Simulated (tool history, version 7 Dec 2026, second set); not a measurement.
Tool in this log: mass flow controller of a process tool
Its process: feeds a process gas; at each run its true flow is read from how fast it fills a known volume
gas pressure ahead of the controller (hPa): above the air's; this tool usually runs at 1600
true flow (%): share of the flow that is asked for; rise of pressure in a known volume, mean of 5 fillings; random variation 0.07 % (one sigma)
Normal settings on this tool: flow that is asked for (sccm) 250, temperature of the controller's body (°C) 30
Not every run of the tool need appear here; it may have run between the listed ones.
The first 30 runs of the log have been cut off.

run,hour,flow that is asked for (sccm),gas pressure ahead of the controller (hPa),temperature of the controller's body (°C),hours of work since the controller was set to zero,hours of work since the controller was changed,true flow (%)
31,4265.6,190,1600,26,6486,6486,95.59
32,4451.8,190,1600,26,6593,6593,95.51
33,4533.8,190,1600,26,6639,6639,95.37
34,4694.8,190,1600,26,6731,6731,95.59
35,4872.8,162,1410,26,6833,6833,94.90
36,5026.8,162,1410,26,6921,6921,94.80
37,5195.2,162,1410,26,7017,7017,94.76
38,5372.0,69,2130,40,7117,7117,91.55
39,5518.4,125,2700,20,7201,7201,94.90
40,5644.7,125,2700,20,7273,7273,94.94
41,5789.0,52,1500,34,7355,7355,89.26
42,5877.4,52,1500,34,7406,7406,89.04
43,5981.7,52,1500,34,7465,7465,89.10
44,6088.1,94,1500,33,7526,7526,92.31
45,6234.3,250,2150,30,7609,7609,95.97
46,6335.1,238,2610,30,7667,7667,96.27
47,6475.3,53,2130,30,7747,7747,89.41
48,6618.4,409,1420,20,7829,7829,96.89

4 ways to go on from here, each from the tool as it stands after run 48. What would each give?
A,6731.2,378,1810,20,7893,7893,?
B,6731.2,250,2480,30,7893,7893,?
C,6731.2,65,1420,20,7893,7893,?
D,6731.2,85,1420,20,7893,7893,?

run,true flow (%)
A,96.85
B,96.21
C,90.52
D,92.04
Take away the tool's hidden state, keep each run's random variation, and the runs would have read:
run,true flow (%)
A,99.47
B,99.36
C,98.10
D,98.21
